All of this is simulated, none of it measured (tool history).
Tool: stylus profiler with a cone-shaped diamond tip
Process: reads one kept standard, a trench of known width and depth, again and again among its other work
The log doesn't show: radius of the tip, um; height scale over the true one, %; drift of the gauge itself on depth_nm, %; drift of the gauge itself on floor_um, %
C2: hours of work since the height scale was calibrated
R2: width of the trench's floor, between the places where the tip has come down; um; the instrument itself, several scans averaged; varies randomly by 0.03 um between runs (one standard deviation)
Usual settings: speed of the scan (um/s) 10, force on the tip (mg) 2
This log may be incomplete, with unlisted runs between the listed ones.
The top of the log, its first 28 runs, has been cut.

Run 29, hour 318.7: usual settings but speed of the scan (um/s) 5, force on the tip (mg) 0.71; scans with this tip 5672; C2 612. Result: depth of the trench (nm) 1002.59, R2 10.85 um.
Run 30, hour 331.5: usual settings but speed of the scan (um/s) 5, force on the tip (mg) 0.71; scans with this tip 5758; C2 622. Result: depth of the trench (nm) 1002.21, R2 10.76 um.
Run 31, hour 344.4: usual settings but speed of the scan (um/s) 4, force on the tip (mg) 0.88; scans with this tip 5846; C2 631. Result: depth of the trench (nm) 1002.89, R2 10.76 um.
Run 32, hour 360.8: usual settings but speed of the scan (um/s) 6, force on the tip (mg) 5.01; scans with this tip 5957; C2 643. Result: depth of the trench (nm) 1011.64, R2 10.69 um.
Run 33, hour 377.4: usual settings but speed of the scan (um/s) 18, force on the tip (mg) 2.84; scans with this tip 6068; C2 655. Result: depth of the trench (nm) 1007.65, R2 10.61 um.
Run 34, hour 385: usual settings but speed of the scan (um/s) 18, force on the tip (mg) 2.84; scans with this tip 6120; C2 661. Result: depth of the trench (nm) 1007.74, R2 10.57 um.
Run 35, hour 400.6: usual settings but speed of the scan (um/s) 17, force on the tip (mg) 3.02; scans with this tip 6225; C2 672. Result: depth of the trench (nm) 1008.01, R2 10.55 um.
Run 36, hour 408.2: usual settings but speed of the scan (um/s) 17, force on the tip (mg) 3.02; scans with this tip 6277; C2 678. Result: depth of the trench (nm) 1008.14, R2 10.52 um.
Run 37, hour 419.3: usual settings but speed of the scan (um/s) 17, force on the tip (mg) 3.02; scans with this tip 6352; C2 686. Result: depth of the trench (nm) 1007.87, R2 10.5 um.
Run 38, hour 432.6: usual settings but speed of the scan (um/s) 5, force on the tip (mg) 0.7; scans with this tip 6442; C2 696. Result: depth of the trench (nm) 1002.34, R2 10.48 um.
Run 39, hour 445.8: usual settings but speed of the scan (um/s) 5, force on the tip (mg) 0.7; scans with this tip 6531; C2 705. Result: depth of the trench (nm) 1002.21, R2 10.41 um.
Run 40, hour 453.6: usual settings but speed of the scan (um/s) 6; scans with this tip 6583; C2 711. Result: depth of the trench (nm) 1005.43, R2 10.42 um.
Run 41, hour 466.2: usual settings but force on the tip (mg) 3.84; scans with this tip 6669; C2 720. Result: depth of the trench (nm) 1009.48, R2 10.4 um.
Run 42, hour 473.1: usual settings but force on the tip (mg) 3.84; scans with this tip 6715; C2 725. Result: depth of the trench (nm) 1009.39, R2 10.34 um.
Run 43, hour 489.1: usual settings but speed of the scan (um/s) 8, force on the tip (mg) 1.2; scans with this tip 6823; C2 737. Result: depth of the trench (nm) 1003.57, R2 10.31 um.
Run 44, hour 503.5: usual settings but speed of the scan (um/s) 8, force on the tip (mg) 1.2; scans with this tip 6920; C2 747. Result: depth of the trench (nm) 1003.53, R2 10.2 um.
Run 45, hour 514.9: usual settings but speed of the scan (um/s) 8, force on the tip (mg) 1.2; scans with this tip 6997; C2 756. Result: depth of the trench (nm) 1003.53, R2 10.2 um.
Run 46, hour 525.9: usual settings but force on the tip (mg) 0.99; scans with this tip 7072; C2 764. Result: depth of the trench (nm) 1002.78, R2 10.16 um.

Here are 3 independent what-if runs from the current tool condition. What would each one return?
Run A, hour 539.2: usual settings but speed of the scan (um/s) 8, force on the tip (mg) 4.09; scans with this tip 7162; C2 773. Result: depth of the trench (nm) ?, R2 ?.
Run B, hour 539.2: usual settings but force on the tip (mg) 1.33; scans with this tip 7162; C2 773. Result: depth of the trench (nm) ?, R2 ?.
Run C, hour 539.2: usual settings but speed of the scan (um/s) 2, force on the tip (mg) 5.03; scans with this tip 7162; C2 773. Result: depth of the trench (nm) ?, R2 ?.

run  depth of the trench (nm)     R2
  A                    1009.8  10.15
  B                   1003.78  10.14
  C                   1011.23  10.13
The same runs, with their run-to-run variation unchanged, on a tool lacking any hidden condition would have given:
run  depth of the trench (nm)     R2
  A                   1011.29  13.95
  B                   1005.26  13.94
  C                   1012.72  13.93

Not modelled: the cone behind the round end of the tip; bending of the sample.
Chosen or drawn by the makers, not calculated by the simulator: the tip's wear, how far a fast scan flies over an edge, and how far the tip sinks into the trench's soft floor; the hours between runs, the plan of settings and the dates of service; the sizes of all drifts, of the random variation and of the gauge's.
